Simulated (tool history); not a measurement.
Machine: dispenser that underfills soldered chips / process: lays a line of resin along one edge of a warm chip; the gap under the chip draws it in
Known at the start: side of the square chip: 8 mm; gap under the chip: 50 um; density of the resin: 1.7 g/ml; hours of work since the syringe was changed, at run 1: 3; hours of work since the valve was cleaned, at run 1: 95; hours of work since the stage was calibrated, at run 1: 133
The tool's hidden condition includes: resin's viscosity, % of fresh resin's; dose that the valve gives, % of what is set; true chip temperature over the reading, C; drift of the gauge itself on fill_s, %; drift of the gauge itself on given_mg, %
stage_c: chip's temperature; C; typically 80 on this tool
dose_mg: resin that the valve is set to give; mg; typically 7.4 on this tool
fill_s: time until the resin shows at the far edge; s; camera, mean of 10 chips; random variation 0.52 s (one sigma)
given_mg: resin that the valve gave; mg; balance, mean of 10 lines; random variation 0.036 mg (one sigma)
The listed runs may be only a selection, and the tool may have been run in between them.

run,hour,stage_c,dose_mg,hours of work since the syringe was changed,hours of work since the valve was cleaned,hours of work since the stage was calibrated,fill_s,given_mg
1,0,80,7.4,3,95,133,50.4,6.98
# hour 6.7: new syringe of resin
2,12.1,78,7.4,4,103,140,56.2,6.91
# hour 18.2: new syringe of resin
3,21.6,78,7.4,2,109,146,53.1,6.9
# hour 29.7: new syringe of resin
4,33,80,7.4,2,117,154,48.3,6.85
5,39.9,80,7.7,7,121,158,59.5,7.1
# hour 41.3: new syringe of resin
6,46.1,80,7.7,3,125,162,50.5,7.07
# hour 53.1: new syringe of resin
7,58.5,80,7.12,4,133,170,51.5,6.55
# hour 64.6: dispensing valve cleaned and set on the balance
# hour 66.1: new syringe of resin
8,69.9,80,7.12,2,3,177,48.6,7.11
9,76.2,80,7.12,7,7,181,60.7,7.11
# hour 77.4: new syringe of resin
# hour 88.7: new syringe of resin
10,88.7,80,7.12,0,15,189,42.5,7.09
11,97.4,73,6.55,6,21,194,86.7,6.44
# hour 100.2: new syringe of resin
12,110.5,78,7.7,7,29,203,65.9,7.6
# hour 111.6: new syringe of resin
13,119.9,78,7.7,5,35,209,61.4,7.57
# hour 123.6: new syringe of resin
14,132.1,78,7.7,6,43,217,63.6,7.56
# hour 135.3: new syringe of resin
15,144.3,78,7.7,6,51,224,62.8,7.45
# hour 147.2: new syringe of resin
16,151.9,91,7.51,3,56,229,29.8,7.27
17,157.4,79,9,7,60,233,61,8.69
# hour 158.8: new syringe of resin
18,163.2,81,7.4,3,63,237,47.5,7.13
# hour 170.6: new syringe of resin
19,173,80,9.47,2,69,243,44.5,9.18

Branching from run 19: 3 alternative next runs. What would each branch give?
A,180.8,78,6.67,7,75,248,?,?
B,180.8,73,8.45,7,75,248,?,?
C,180.8,80,9.08,7,75,248,?,?

run,fill_s,given_mg
A,71.5,6.37
B,85,8.03
C,59.1,8.64
The same runs, with their run-to-run variation unchanged, on a tool lacking any hidden condition would have given:
run,fill_s,given_mg
A,49.2,6.65
B,58.9,8.39
C,41.2,9.02

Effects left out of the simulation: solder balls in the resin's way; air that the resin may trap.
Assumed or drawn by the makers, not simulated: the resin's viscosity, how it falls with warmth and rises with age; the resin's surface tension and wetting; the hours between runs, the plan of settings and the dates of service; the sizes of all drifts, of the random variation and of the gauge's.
